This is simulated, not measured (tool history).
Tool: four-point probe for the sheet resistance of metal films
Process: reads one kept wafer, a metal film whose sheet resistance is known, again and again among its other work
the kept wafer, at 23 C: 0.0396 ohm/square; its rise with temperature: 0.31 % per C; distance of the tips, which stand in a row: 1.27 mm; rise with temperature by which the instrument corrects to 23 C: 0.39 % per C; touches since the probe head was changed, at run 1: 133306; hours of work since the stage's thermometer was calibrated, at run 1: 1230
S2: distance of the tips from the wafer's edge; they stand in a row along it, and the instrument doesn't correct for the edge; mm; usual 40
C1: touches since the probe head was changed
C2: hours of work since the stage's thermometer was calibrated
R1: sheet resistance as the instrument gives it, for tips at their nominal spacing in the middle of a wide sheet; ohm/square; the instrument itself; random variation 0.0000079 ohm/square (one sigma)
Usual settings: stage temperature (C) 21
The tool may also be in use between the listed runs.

run 1 hour=0 | stage_temperature_(C)=21 S2=40 | C1=133306 C2=1230 | R1=0.039419
run 2 hour=37.9 | stage_temperature_(C)=21 S2=40 | C1=134776 C2=1249 | R1=0.039406
run 3 hour=81.4 | stage_temperature_(C)=18 S2=40 | C1=136461 C2=1271 | R1=0.039495
run 4 hour=140.8 | stage_temperature_(C)=18 S2=40 | C1=138760 C2=1301 | R1=0.03947
run 5 hour=196.3 | stage_temperature_(C)=18 S2=40 | C1=140911 C2=1329 | R1=0.039484
run 6 hour=247.7 | stage_temperature_(C)=18 S2=40 | C1=142905 C2=1355 | R1=0.039476
run 7 hour=290.7 | stage_temperature_(C)=18 S2=40 | C1=144572 C2=1376 | R1=0.039475
run 8 hour=344.4 | stage_temperature_(C)=18 S2=40 | C1=146652 C2=1403 | R1=0.039458
run 9 hour=397.9 | stage_temperature_(C)=21 S2=40 | C1=148726 C2=1430 | R1=0.039358
run 10 hour=460.4 | stage_temperature_(C)=21 S2=40 | C1=151148 C2=1462 | R1=0.039349
run 11 hour=511.3 | stage_temperature_(C)=21 S2=40 | C1=153121 C2=1487 | R1=0.039348
run 12 hour=563.7 | stage_temperature_(C)=21 S2=40 | C1=155151 C2=1513 | R1=0.039343
run 13 hour=619.5 | stage_temperature_(C)=21 S2=40 | C1=157311 C2=1541 | R1=0.039325
run 14 hour=648.1 | stage_temperature_(C)=21 S2=10 | C1=158420 C2=1556 | R1=0.039647
run 15 hour=713.1 | stage_temperature_(C)=21 S2=10 | C1=160938 C2=1588 | R1=0.039651
run 16 hour=757.8 | stage_temperature_(C)=19 S2=40 | C1=162674 C2=1611 | R1=0.039381
run 17 hour=809.5 | stage_temperature_(C)=19 S2=40 | C1=164674 C2=1637 | R1=0.039374
run 18 hour=864.6 | stage_temperature_(C)=19 S2=40 | C1=166812 C2=1665 | R1=0.039366
run 19 hour=918.6 | stage_temperature_(C)=19 S2=4 | C1=168903 C2=1692 | R1=0.041351
-- hour=931.5 new probe head fitted
run 20 hour=957.1 | stage_temperature_(C)=27 S2=9 | C1=990 C2=1711 | R1=0.039837
run 21 hour=989.8 | stage_temperature_(C)=27 S2=9 | C1=2260 C2=1727 | R1=0.039859
run 22 hour=1045.7 | stage_temperature_(C)=28 S2=14 | C1=4427 C2=1755 | R1=0.039565
run 23 hour=1089.7 | stage_temperature_(C)=28 S2=14 | C1=6130 C2=1777 | R1=0.039537
run 24 hour=1151.9 | stage_temperature_(C)=23 S2=8 | C1=8540 C2=1808 | R1=0.040052
run 25 hour=1209.8 | stage_temperature_(C)=21 S2=20 | C1=10785 C2=1837 | R1=0.039655
run 26 hour=1275.2 | stage_temperature_(C)=21 S2=20 | C1=13319 C2=1870 | R1=0.039642
run 27 hour=1335.2 | stage_temperature_(C)=34 S2=15 | C1=15645 C2=1900 | R1=0.039339
run 28 hour=1378.4 | stage_temperature_(C)=27 S2=8 | C1=17319 C2=1922 | R1=0.039906
run 29 hour=1418.9 | stage_temperature_(C)=30 S2=47 | C1=18885 C2=1942 | R1=0.03931
run 30 hour=1480.8 | stage_temperature_(C)=30 S2=47 | C1=21287 C2=1973 | R1=0.039273
run 31 hour=1523.9 | stage_temperature_(C)=23 S2=20 | C1=22957 C2=1995 | R1=0.039561
run 32 hour=1561.7 | stage_temperature_(C)=27 S2=20 | C1=24422 C2=2014 | R1=0.039438
run 33 hour=1609.4 | stage_temperature_(C)=22 S2=40 | C1=26268 C2=2038 | R1=0.039514
run 34 hour=1672.1 | stage_temperature_(C)=19 S2=25 | C1=28699 C2=2070 | R1=0.039625

Some steps in R1 between neighbouring runs. How much of each would the tool show without its hidden state too (settings, what came in, random variation), and how much is left for the hidden state, with any gauge scatter that isn't in both results?
The hidden state here: inner tips' distance over the nominal, %; tips' flats over new ones', %; wafer's true temperature over the reading, C; drift of the gauge itself on sheet_ohm, %.
Run 18 -> 19: S2 40 -> 4. R1 +0.001985 ohm/square: hidden state -0.000024, all else +0.002009.
Run 19 -> 20: stage temperature (C) 19 -> 27, S2 4 -> 9, new probe head fitted. R1 -0.001514 ohm/square: hidden state +0.000345, all else -0.001859.
Run 23 -> 24: stage temperature (C) 28 -> 23, S2 14 -> 8. R1 +0.000515 ohm/square: hidden state -0.00001, all else +0.000525.
Run 28 -> 29: stage temperature (C) 27 -> 30, S2 8 -> 47. R1 -0.000596 ohm/square: hidden state -0.000002, all else -0.000594.

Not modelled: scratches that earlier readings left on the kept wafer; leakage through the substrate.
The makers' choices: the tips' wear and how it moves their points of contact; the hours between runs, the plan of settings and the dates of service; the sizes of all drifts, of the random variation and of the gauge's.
